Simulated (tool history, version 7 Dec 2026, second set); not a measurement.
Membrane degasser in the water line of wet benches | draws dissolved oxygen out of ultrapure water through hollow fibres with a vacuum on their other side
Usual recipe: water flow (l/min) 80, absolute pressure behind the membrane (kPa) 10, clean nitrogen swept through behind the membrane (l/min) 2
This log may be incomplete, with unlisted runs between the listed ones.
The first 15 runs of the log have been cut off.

run	hour	water flow (l/min)	absolute pressure behind the membrane (kPa)	clean nitrogen swept through behind the membrane (l/min)	dissolved oxygen in the water behind the degasser (ppb)	pressure that the water loses in the fibres (kPa)
16	956.9	80	10	5.13	252.9	60.19
# hour 977.7: vacuum gauge calibrated, once more
17	1004	94	21.4	1.41	1789.9	70.5
18	1047.4	53	21.4	1.41	1217.5	39.7
19	1089.1	53	13.9	4.27	298.9	39.73
20	1155.5	65	10	2	441.8	48.58
21	1220.6	65	10	2	441.8	48.82
22	1293.1	65	10	2	440.8	48.75
23	1352.3	65	10	2	442.5	48.76
24	1414.7	65	10	2	442.9	48.95
25	1486.8	57	6.1	1.34	242.2	42.91
26	1520.6	57	6.1	1.34	239.9	42.61
27	1595.3	80	6.4	2	256.1	61.08
28	1665.6	54	12.7	2.93	382.1	40.63
29	1697.4	51	10	2	364.6	38.61
30	1736.6	102	13.2	3.05	658.4	76.98
31	1783.9	102	13.2	3.05	657.7	77.01

Here are 4 independent what-if runs from the current tool condition. What would each one return?
A	1830.9	61	17.7	0.81	?	?
B	1830.9	56	13.2	3.05	?	?
C	1830.9	55	7.9	2.28	?	?
D	1830.9	80	11.7	2	?	?

run	dissolved oxygen in the water behind the degasser (ppb)	pressure that the water loses in the fibres (kPa)
A	1597.4	46.33
B	399.7	42.26
C	245.7	41.17
D	650.4	60.09
Had the tool no hidden state, the same runs would have come out as:
run	dissolved oxygen in the water behind the degasser (ppb)	pressure that the water loses in the fibres (kPa)
A	1595.2	45.28
B	397.3	41.31
C	243.2	40.23
D	646.9	58.73

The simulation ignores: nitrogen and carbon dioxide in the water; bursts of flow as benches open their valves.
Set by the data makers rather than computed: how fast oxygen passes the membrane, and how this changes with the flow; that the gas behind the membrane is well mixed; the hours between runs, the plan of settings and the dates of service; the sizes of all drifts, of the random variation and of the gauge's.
